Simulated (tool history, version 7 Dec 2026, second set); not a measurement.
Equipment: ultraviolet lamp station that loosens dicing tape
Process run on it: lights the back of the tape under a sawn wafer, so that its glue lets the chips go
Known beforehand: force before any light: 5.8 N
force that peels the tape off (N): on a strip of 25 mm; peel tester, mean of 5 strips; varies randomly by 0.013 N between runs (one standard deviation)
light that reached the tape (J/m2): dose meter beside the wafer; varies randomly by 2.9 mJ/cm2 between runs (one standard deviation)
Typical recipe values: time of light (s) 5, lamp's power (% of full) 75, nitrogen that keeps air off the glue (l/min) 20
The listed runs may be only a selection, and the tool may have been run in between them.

run   hour  time of light (s)  lamp's power (% of full)  nitrogen that keeps air off the glue (l/min)  force that peels the tape off (N)  light that reached the tape (J/m2)
  1      0                  5                        75                                            20                              0.626                                4210
  2   28.1                  5                        75                                            20                                0.6                                4160
  3   59.2                  5                        75                                            20                              0.626                                4130
  4   88.9                  5                        81                                            20                              0.521                                4450
  5  109.9                  5                        81                                            20                               0.54                                4480
  6    142                  5                        81                                            20                              0.525                                4510
  7    171                  5                        81                                            20                              0.527                                4530
  8  205.7                  5                        60                                            20                              0.963                                3370
  9  222.6                  5                        60                                            20                              0.945                                3350
 10  244.2                  3                        63                                            39                              1.345                                2080
 11  277.8                  5                        60                                            24                              0.816                                3310
 12  299.9                  5                        60                                            24                              0.819                                3310
 13  316.7                  5                        60                                            24                               0.82                                3330
 14  331.3                  9                        97                                            31                              0.145                                9780
 15  365.2                  9                        72                                            21                              0.218                                7200
 16  387.6                  5                        80                                            14                              0.718                                4380
 17  422.1                  5                        72                                            14                              0.906                                3990
 18  454.8                  5                        72                                            14                              0.865                                3990

Branching from run 18: 4 alternative next runs. What would each branch give?
     462.9  -- window cleaned of glue's vapour
  A  476.2                  7                        77                                            32                                  ?                                   ?
     462.9  -- window cleaned of glue's vapour
  B  476.2                  4                        75                                            10                                  ?                                   ?
     462.9  -- window cleaned of glue's vapour
  C  476.2                  5                        79                                            20                                  ?                                   ?
     462.9  -- window cleaned of glue's vapour
  D  476.2                  4                        70                                            15                                  ?                                   ?

run  force that peels the tape off (N)  light that reached the tape (J/m2)
  A                              0.215                                5930
  B                              1.471                                3310
  C                               0.55                                4360
  D                              1.279                                3130
With the hidden condition removed and each run's random variation left untouched, the same runs would have given:
run  force that peels the tape off (N)  light that reached the tape (J/m2)
  A                              0.214                                5950
  B                              1.466                                3320
  C                              0.548                                4370
  D                              1.275                                3140

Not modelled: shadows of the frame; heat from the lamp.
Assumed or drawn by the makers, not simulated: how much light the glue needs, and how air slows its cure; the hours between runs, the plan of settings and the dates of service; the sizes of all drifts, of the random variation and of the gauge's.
